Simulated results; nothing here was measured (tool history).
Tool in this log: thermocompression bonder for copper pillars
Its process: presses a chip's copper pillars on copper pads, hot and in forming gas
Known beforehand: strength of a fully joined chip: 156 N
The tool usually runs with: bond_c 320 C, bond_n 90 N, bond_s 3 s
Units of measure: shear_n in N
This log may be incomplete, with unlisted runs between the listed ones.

run	hour	bond_c	bond_n	bond_s	shear_n
1	0	320	90	3	68.1
2	92.3	320	90	3	67.8
3	189.9	320	90	5	80.6
4	256.4	320	90	5	80.3
5	321.2	350	90	5	96.6
6	404.7	350	90	5	96.3
7	466.2	350	90	5	95.3
8	509.9	320	90	3	66.2
9	559.5	320	90	9	95.2
# hour 572.2: forming gas filter changed
10	653.3	336	90	3	76.8
11	719.9	320	90	3	69
12	795	320	90	3	68.7
13	857.1	320	90	3	68.8
14	922.3	320	90	3	68.8
15	1003.1	291	90	3	53.7
16	1043.9	291	90	3	53.9
# hour 1084: force cell calibrated
17	1128.5	291	90	3	54.8
# hour 1161.8: forming gas filter changed
18	1225.6	320	90	3	71.9
19	1325.9	320	90	3	71.4
20	1389.2	320	90	3	71.4
21	1463.3	320	90	3	70.9
22	1557.5	320	90	3	71.2
# hour 1598.1: force cell calibrated, once more
23	1604.4	320	90	3	65.6
24	1664.2	320	90	3	65.8
# hour 1750: forming gas filter changed
25	1750	324	90	3	70.9
26	1842.7	324	90	3	70
27	1903.6	293	96	8	82.1
28	2001.7	323	102	2	65.2
29	2081.9	320	132	3	86.9
30	2146	320	132	3	86.3
31	2199.6	320	72	2	49.2
32	2245.2	320	57	8	70.4
# hour 2335.8: forming gas filter changed
33	2336.6	324	90	3	72.5
34	2403.1	321	111	3	80.9
35	2479.2	326	111	3	83.5
36	2553.3	324	90	2	62.1
# hour 2563.5: heater calibrated with a thermocouple chip
37	2649.3	305	110	5	81.5
38	2701.1	320	90	2	57.4
39	2742.5	323	90	6	86.2
40	2827.4	323	90	6	85.6

Alternative continuations, all from the tool just after run 40; predict every row:
A	2879.8	320	116	3	?
B	2879.8	332	90	3	?
C	2879.8	323	104	6	?

run	shear_n
A	78.8
B	72
C	93.3
With the hidden condition removed and each run's random variation left untouched, the same runs would have given:
run	shear_n
A	79.6
B	72.6
C	94.7
